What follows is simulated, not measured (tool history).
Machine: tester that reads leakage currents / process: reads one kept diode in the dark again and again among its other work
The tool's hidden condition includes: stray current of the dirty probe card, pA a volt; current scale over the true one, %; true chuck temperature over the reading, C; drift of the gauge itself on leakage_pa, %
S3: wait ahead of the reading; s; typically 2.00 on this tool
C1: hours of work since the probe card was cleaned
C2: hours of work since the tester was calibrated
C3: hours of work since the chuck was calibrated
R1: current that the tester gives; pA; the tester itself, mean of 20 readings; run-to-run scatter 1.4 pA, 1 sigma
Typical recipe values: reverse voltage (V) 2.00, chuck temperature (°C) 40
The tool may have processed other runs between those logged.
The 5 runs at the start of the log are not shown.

{"run": 6, "hour": 365.3, "reverse voltage (V)": 2.0, "chuck temperature (°C)": 40, "S3": 2.0, "C1": 2019, "C2": 1099, "C3": 479, "R1": 458.76}
{"run": 7, "hour": 436.7, "reverse voltage (V)": 2.0, "chuck temperature (°C)": 40, "S3": 1.72, "C1": 2073, "C2": 1153, "C3": 533, "R1": 461.6}
{"run": 8, "hour": 516.8, "reverse voltage (V)": 2.0, "chuck temperature (°C)": 40, "S3": 2.0, "C1": 2134, "C2": 1214, "C3": 594, "R1": 460.67}
{"run": 9, "hour": 617.5, "reverse voltage (V)": 3.79, "chuck temperature (°C)": 40, "S3": 2.0, "C1": 2210, "C2": 1290, "C3": 670, "R1": 560.82}
{"run": 10, "hour": 717.2, "reverse voltage (V)": 3.79, "chuck temperature (°C)": 40, "S3": 2.0, "C1": 2286, "C2": 1365, "C3": 746, "R1": 556.43}
{"run": 11, "hour": 768.9, "reverse voltage (V)": 3.79, "chuck temperature (°C)": 40, "S3": 2.0, "C1": 2325, "C2": 1404, "C3": 785, "R1": 557.19}
{"run": 12, "hour": 866.6, "reverse voltage (V)": 3.79, "chuck temperature (°C)": 40, "S3": 2.0, "C1": 2398, "C2": 1478, "C3": 859, "R1": 558.67}
{"run": 13, "hour": 947.2, "reverse voltage (V)": 2.0, "chuck temperature (°C)": 34, "S3": 2.0, "C1": 2459, "C2": 1539, "C3": 919, "R1": 283.51}
{"run": 14, "hour": 1062.0, "reverse voltage (V)": 2.0, "chuck temperature (°C)": 34, "S3": 2.0, "C1": 2546, "C2": 1626, "C3": 1006, "R1": 283.59}
{"run": 15, "hour": 1117.8, "reverse voltage (V)": 2.0, "chuck temperature (°C)": 34, "S3": 2.0, "C1": 2588, "C2": 1668, "C3": 1048, "R1": 282.87}
{"run": 16, "hour": 1241.7, "reverse voltage (V)": 2.0, "chuck temperature (°C)": 40, "S3": 2.0, "C1": 2682, "C2": 1762, "C3": 1142, "R1": 461.53}
{"hour": 1328.3, "done": "chuck's temperature calibrated"}
{"run": 17, "hour": 1339.6, "reverse voltage (V)": 2.0, "chuck temperature (°C)": 40, "S3": 2.0, "C1": 2755, "C2": 1834, "C3": 9, "R1": 463.97}
{"run": 18, "hour": 1417.8, "reverse voltage (V)": 2.0, "chuck temperature (°C)": 40, "S3": 2.0, "C1": 2814, "C2": 1893, "C3": 68, "R1": 461.32}
{"run": 19, "hour": 1479.0, "reverse voltage (V)": 2.0, "chuck temperature (°C)": 40, "S3": 2.0, "C1": 2860, "C2": 1940, "C3": 114, "R1": 462.27}

Run 20 is up next; what results do you expect?
{"run": 20, "hour": 1570.7, "reverse voltage (V)": 2.0, "chuck temperature (°C)": 35, "S3": 2.0, "C1": 2929, "C2": 2009, "C3": 183, "R1": "?"}

R1: 307.40 pA
Take away the tool's hidden state, keep the run-to-run variation as it was, and the same run would have given R1 307.44 pA.
